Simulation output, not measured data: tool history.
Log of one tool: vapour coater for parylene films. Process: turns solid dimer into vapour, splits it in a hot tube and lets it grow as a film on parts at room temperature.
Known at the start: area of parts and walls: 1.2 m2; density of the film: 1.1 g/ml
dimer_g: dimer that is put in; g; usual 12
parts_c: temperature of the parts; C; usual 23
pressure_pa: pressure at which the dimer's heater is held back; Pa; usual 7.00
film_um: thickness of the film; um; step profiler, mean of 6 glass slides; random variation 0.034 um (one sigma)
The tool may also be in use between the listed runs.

run,hour,dimer_g,parts_c,pressure_pa,film_um
1,0.0,12,23,7.00,4.86
2,19.6,12,23,7.00,4.88
3,39.8,12,23,7.00,4.80
4,54.6,8,23,7.00,3.18
5,76.0,8,23,7.00,3.15
6,103.4,8,23,7.00,3.19
7,121.5,8,23,7.00,3.15
8,152.4,8,23,7.00,3.14
9,180.2,12,24,7.00,4.63

The next listed run, before its measurement:
# hour 185.8: trap's valve overhauled
10,211.0,10,26,5.22,?

Run 10 gave film_um 3.70 um.
Without the tool's hidden state the same run would have given film_um 3.82 um.

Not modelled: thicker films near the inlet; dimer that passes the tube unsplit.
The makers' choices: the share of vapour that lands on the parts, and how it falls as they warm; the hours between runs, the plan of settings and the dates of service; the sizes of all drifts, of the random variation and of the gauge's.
